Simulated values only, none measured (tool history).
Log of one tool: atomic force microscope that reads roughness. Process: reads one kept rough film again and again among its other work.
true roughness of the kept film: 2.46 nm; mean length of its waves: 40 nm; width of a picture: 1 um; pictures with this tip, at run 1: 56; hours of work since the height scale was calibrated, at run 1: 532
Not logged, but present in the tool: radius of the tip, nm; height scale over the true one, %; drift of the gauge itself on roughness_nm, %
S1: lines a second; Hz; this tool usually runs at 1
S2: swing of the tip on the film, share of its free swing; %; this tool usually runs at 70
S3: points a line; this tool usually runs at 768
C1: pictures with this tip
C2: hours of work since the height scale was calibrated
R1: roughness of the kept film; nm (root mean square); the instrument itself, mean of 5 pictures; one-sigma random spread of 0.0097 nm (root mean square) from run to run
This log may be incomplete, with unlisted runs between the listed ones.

Run 1, hour 0: usual settings; C1 56; C2 532. Result: R1 2.186 nm (root mean square).
Run 2, hour 41.4: usual settings; C1 104; C2 554. Result: R1 2.19 nm (root mean square).
At hour 46.4: new tip fitted.
Run 3, hour 85.4: usual settings; C1 46; C2 577. Result: R1 2.208 nm (root mean square).
Run 4, hour 116.5: usual settings; C1 82; C2 593. Result: R1 2.211 nm (root mean square).
At hour 141.8: new tip fitted.
Run 5, hour 152.7: usual settings; C1 13; C2 612. Result: R1 2.181 nm (root mean square).
Run 6, hour 210.6: usual settings; C1 80; C2 643. Result: R1 2.183 nm (root mean square).
At hour 234.9: new tip fitted.
Run 7, hour 268.1: usual settings; C1 39; C2 673. Result: R1 2.212 nm (root mean square).
Run 8, hour 320.8: usual settings; C1 100; C2 701. Result: R1 2.214 nm (root mean square).
At hour 329.1: new tip fitted.
Run 9, hour 362.8: usual settings but S1 0.96 Hz; C1 39; C2 723. Result: R1 2.211 nm (root mean square).
At hour 422.5: new tip fitted.
Run 10, hour 422.6: usual settings but S1 2.24 Hz, S2 75 %, S3 982; C1 0; C2 755. Result: R1 2.001 nm (root mean square).
Run 11, hour 482: usual settings but S3 352; C1 69; C2 786. Result: R1 2.187 nm (root mean square).
At hour 515.8: new tip fitted.
Run 12, hour 519.7: usual settings but S3 790; C1 4; C2 806. Result: R1 2.201 nm (root mean square).
Run 13, hour 573: usual settings but S1 2.05 Hz; C1 67; C2 834. Result: R1 2.086 nm (root mean square).
At hour 611.3: new tip fitted.
Run 14, hour 629.5: usual settings but S2 61 %, S3 774; C1 21; C2 864. Result: R1 2.257 nm (root mean square).
Run 15, hour 692.9: usual settings but S2 61 %, S3 774; C1 95; C2 898. Result: R1 2.246 nm (root mean square).
At hour 705.7: new tip fitted.
Run 16, hour 747.3: usual settings but S1 0.73 Hz; C1 49; C2 926. Result: R1 2.221 nm (root mean square).
Run 17, hour 786.3: usual settings but S1 0.54 Hz, S2 55 %, S3 758; C1 94; C2 947. Result: R1 2.292 nm (root mean square).
At hour 799.7: new tip fitted.
Run 18, hour 817.4: usual settings but S1 0.54 Hz, S2 55 %, S3 758; C1 21; C2 963. Result: R1 2.287 nm (root mean square).

How the hidden state differs across the entries between the runs, from the last listed run before each to the first after it:
Between runs 2 and 3: new tip fitted (hour 46.4)
  radius of the tip, nm: 10.3 -> 10.1
Between runs 4 and 5: new tip fitted (hour 141.8)
  radius of the tip, nm: 10.3 -> 10
Between runs 6 and 7: new tip fitted (hour 234.9)
  radius of the tip, nm: 10.2 -> 10.1
Between runs 8 and 9: new tip fitted (hour 329.1)
  radius of the tip, nm: 10.3 -> 10.1
Between runs 9 and 10: new tip fitted (hour 422.5)
  radius of the tip, nm: 10.1 -> 10
Between runs 11 and 12: new tip fitted (hour 515.8)
  radius of the tip, nm: 10.2 -> 10
Between runs 13 and 14: new tip fitted (hour 611.3)
  radius of the tip, nm: 10.2 -> 10.1
Between runs 15 and 16: new tip fitted (hour 705.7)
  radius of the tip, nm: 10.3 -> 10.1
Between runs 17 and 18: new tip fitted (hour 799.7)
  radius of the tip, nm: 10.3 -> 10.1
